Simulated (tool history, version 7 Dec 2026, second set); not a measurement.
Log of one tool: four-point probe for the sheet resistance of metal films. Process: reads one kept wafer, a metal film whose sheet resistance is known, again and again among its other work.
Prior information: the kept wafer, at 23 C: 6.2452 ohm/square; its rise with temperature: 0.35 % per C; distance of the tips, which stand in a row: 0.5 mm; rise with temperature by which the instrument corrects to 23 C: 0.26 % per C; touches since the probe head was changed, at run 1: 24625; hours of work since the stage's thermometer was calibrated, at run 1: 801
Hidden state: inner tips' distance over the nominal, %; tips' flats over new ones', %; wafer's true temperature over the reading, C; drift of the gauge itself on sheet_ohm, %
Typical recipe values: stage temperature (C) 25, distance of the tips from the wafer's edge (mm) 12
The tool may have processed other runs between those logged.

| run | hour | stage temperature (C) | distance of the tips from the wafer's edge (mm) | touches since the probe head was changed | hours of work since the stage's thermometer was calibrated | sheet resistance as the instrument gives it (ohm/square) |
|---|---|---|---|---|---|---|
| 1 | 0 | 25 | 12 | 24625 | 801 | 6.260085 |
| 2 | 26.9 | 25 | 12 | 25374 | 815 | 6.263166 |
| 3 | 48.5 | 25 | 12 | 25978 | 826 | 6.261743 |
| 4 | 77.5 | 28 | 12 | 26786 | 841 | 6.279994 |
| 5 | 96.3 | 28 | 12 | 27310 | 851 | 6.279779 |
| 6 | 119.5 | 25 | 12 | 27956 | 863 | 6.259802 |
| 7 | 135.5 | 25 | 12 | 28402 | 871 | 6.262101 |
| 8 | 157.4 | 25 | 12 | 29014 | 882 | 6.259446 |
| 9 | 179.7 | 25 | 12 | 29636 | 894 | 6.262626 |
| 10 | 204.7 | 25 | 12 | 30331 | 907 | 6.261058 |
| 11 | 232.3 | 25 | 12 | 31102 | 921 | 6.26095 |
| 12 | 246.5 | 25 | 12 | 31498 | 928 | 6.260516 |
| 13 | 271.6 | 19 | 53 | 32197 | 941 | 6.220084 |
| 14 | 294.9 | 19 | 53 | 32849 | 953 | 6.221804 |
| 15 | 318.1 | 26 | 20 | 33495 | 965 | 6.263372 |
| 16 | 341 | 21 | 23 | 34134 | 977 | 6.234314 |
| 17 | 358.4 | 21 | 23 | 34619 | 986 | 6.23375 |
| 18 | 373.8 | 21 | 23 | 35048 | 994 | 6.235894 |
| 19 | 399.9 | 23 | 37 | 35777 | 1007 | 6.245201 |
| 20 | 422.7 | 34 | 37 | 36412 | 1019 | 6.305012 |
| 21 | 442.3 | 31 | 47 | 36959 | 1029 | 6.291627 |
| 22 | 455.8 | 26 | 3 | 37335 | 1036 | 6.353641 |
| 23 | 483.5 | 26 | 3 | 38108 | 1050 | 6.353153 |
| 24 | 506.1 | 33 | 15 | 38738 | 1062 | 6.303711 |

Below are 5 alternative next runs, each starting from the tool's condition after run 24. Predict each:
| A | 533.8 | 22 | 20 | 39510 | 1076 | ? |
| B | 533.8 | 33 | 30 | 39510 | 1076 | ? |
| C | 533.8 | 29 | 21 | 39510 | 1076 | ? |
| D | 533.8 | 21 | 10 | 39510 | 1076 | ? |
| E | 533.8 | 24 | 3 | 39510 | 1076 | ? |

| run | sheet resistance as the instrument gives it (ohm/square) |
|---|---|
| A | 6.23797 |
| B | 6.302131 |
| C | 6.28088 |
| D | 6.241597 |
| E | 6.340476 |
Without the tool's hidden state the same runs would have given:
| run | sheet resistance as the instrument gives it (ohm/square) |
|---|---|
| A | 6.238685 |
| B | 6.302847 |
| C | 6.281596 |
| D | 6.242313 |
| E | 6.341201 |

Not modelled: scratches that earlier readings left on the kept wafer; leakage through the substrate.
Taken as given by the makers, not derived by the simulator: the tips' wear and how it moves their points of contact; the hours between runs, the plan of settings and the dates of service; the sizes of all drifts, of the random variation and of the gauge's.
